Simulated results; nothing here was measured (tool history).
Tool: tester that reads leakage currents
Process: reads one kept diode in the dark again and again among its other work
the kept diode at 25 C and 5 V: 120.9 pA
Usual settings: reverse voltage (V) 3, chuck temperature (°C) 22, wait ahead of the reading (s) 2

run,hour,reverse voltage (V),chuck temperature (°C),wait ahead of the reading (s),current that the tester gives (pA)
1,0,3,22,2,77.35
2,34,3,22,2,77.69
3,52.8,3,22,2,77.88
4,90.5,3,22,2,77.37
# hour 103.5: probe card cleaned and baked
5,133.7,3,22,2.42,77.09
6,175.1,3,22,2.42,77.26
7,194.1,3,22,2,77.62
8,226.6,3,22,2,77.58
9,253.7,3,22,2,78.08
10,285.4,3,22,2,77.64
11,317.5,3.68,22,0.45,86.46
12,342.2,12.28,25,0.45,183.6
13,383.8,1.89,38,0.31,234.86
14,409.1,1.89,38,3.22,232.16
15,445.8,12.28,33,3.22,331.78
16,473.6,1.06,45,2.78,312.05
17,511.1,10.9,30,0.61,253.49
18,550.5,3,25,2,99.93
19,594,3,42,2,375.29

3 ways to go on from here, each from the tool as it stands after run 19. What would each give?
A,621.3,5.16,42,0.65,?
B,621.3,1.43,42,0.65,?
C,621.3,4.87,47,2.66,?

run,current that the tester gives (pA)
A,469.27
B,283.32
C,657.45
Without the tool's hidden state the same runs would have given:
run,current that the tester gives (pA)
A,469.6
B,283.52
C,657.9

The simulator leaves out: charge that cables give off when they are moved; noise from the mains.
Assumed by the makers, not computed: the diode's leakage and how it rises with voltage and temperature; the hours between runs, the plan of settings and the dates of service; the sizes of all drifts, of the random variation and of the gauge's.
